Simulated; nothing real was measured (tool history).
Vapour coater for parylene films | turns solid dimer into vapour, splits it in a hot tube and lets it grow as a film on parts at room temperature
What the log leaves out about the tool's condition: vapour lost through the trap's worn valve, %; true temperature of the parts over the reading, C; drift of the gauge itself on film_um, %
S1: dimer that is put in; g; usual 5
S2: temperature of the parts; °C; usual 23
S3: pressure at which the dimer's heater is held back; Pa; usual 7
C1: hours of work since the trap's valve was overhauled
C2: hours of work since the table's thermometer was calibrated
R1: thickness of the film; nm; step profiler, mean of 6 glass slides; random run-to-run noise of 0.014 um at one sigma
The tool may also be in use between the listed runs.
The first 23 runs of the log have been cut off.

run	hour	S1	S2	S3	C1	C2	R1
24	635.7	7	23	3.17	208	803	2250
25	660	7	23	3.17	222	816	2250
26	690.5	5	23	3.08	240	834	1620
27	719.2	5	23	3.08	256	850	1600
28	740.5	5	23	3.08	268	863	1600
29	756.2	5	23	3.08	277	872	1580
# hour 759.3: table's thermometer calibrated
30	779.6	5	23	3.08	290	12	1610
31	797.3	5	16	2.88	300	22	1930
32	828.3	4	17	2.43	318	40	1550
33	858.1	4	26	3.24	335	57	1190
34	887.1	2	16	7	352	73	620
# hour 919.8: table's thermometer calibrated, once more
35	923.2	2	16	7	372	2	590
36	955.7	2	16	7	391	21	580
37	992	3	32	3.75	411	41	720
38	1020.1	3	32	3.75	428	57	710
# hour 1029.6: trap's valve overhauled
39	1052.8	9	32	3.75	13	74	2290
40	1068.7	9	32	3.75	22	83	2280
41	1099.8	5	29	9.61	40	101	1060
42	1125.2	5	29	9.61	55	115	1080
43	1162.5	5	29	9.61	76	137	1080
44	1190	2	23	2.57	92	153	670
45	1221.5	5	19	7	110	171	1460
46	1258	5	19	7	131	191	1440

Here are 3 independent what-if runs from the current tool condition. What would each one return?
A	1289.6	9	24	2.04	149	210	?
B	1289.6	8	23	7	149	210	?
C	1289.6	5	23	5.12	149	210	?

run	R1
A	3130
B	2090
C	1420
Stripped of hidden state, with their random variation kept, the same runs would have yielded:
run	R1
A	3260
B	2180
C	1480
